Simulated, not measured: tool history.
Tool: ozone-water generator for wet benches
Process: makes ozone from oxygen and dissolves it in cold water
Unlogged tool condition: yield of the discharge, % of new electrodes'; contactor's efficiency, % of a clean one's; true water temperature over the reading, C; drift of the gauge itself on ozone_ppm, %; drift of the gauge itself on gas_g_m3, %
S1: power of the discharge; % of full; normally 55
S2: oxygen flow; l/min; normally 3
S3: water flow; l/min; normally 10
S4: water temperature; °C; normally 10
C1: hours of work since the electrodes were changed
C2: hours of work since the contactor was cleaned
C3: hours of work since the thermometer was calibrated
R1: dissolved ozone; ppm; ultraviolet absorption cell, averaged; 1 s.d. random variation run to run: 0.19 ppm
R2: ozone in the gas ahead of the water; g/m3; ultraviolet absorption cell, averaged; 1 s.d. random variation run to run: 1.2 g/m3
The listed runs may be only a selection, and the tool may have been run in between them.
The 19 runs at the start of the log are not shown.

| run | hour | S1 | S2 | S3 | S4 | C1 | C2 | C3 | R1 | R2 |
|---|---|---|---|---|---|---|---|---|---|---|
| 20 | 510.4 | 67 | 4.79 | 8 | 17 | 1324 | 7269 | 438 | 33.6 | 206.5 |
| 21 | 535 | 67 | 4.79 | 8 | 17 | 1345 | 7290 | 459 | 33.5 | 207.1 |
| 22 | 550.5 | 67 | 3.61 | 8 | 17 | 1358 | 7303 | 472 | 33.8 | 236 |
| 23 | 572.8 | 55 | 1.92 | 10 | 10 | 1377 | 7323 | 492 | 24.7 | 258.3 |
| 24 | 592.5 | 48 | 3.08 | 10 | 10 | 1394 | 7340 | 508 | 24.3 | 188.1 |
| 25 | 611.4 | 55 | 1.88 | 10 | 18 | 1411 | 7356 | 525 | 22.2 | 258.3 |
| 26 | 629.4 | 48 | 3 | 10 | 10 | 1426 | 7371 | 540 | 24.4 | 190.3 |
| 27 | 646.2 | 48 | 1.6 | 8 | 11 | 1440 | 7386 | 555 | 25.3 | 249.3 |
| 28 | 674.8 | 41 | 3 | 8 | 8 | 1465 | 7410 | 579 | 25.8 | 170.1 |
| 29 | 693.3 | 88 | 3.98 | 8 | 6 | 1481 | 7426 | 595 | 51.4 | 280.2 |
| 30 | 720 | 57 | 3.41 | 8 | 6 | 1504 | 7449 | 618 | 35.6 | 210.8 |

The next listed run, before its measurement:
| 31 | 751.9 | 57 | 3.41 | 8 | 6 | 1531 | 7476 | 645 | ? | ? |

For run 31 the tool returned R1 35.4 ppm, R2 208.9 g/m3.
Had the tool carried no hidden state, the very same run would have given R1 35.4 ppm, R2 208.9 g/m3.
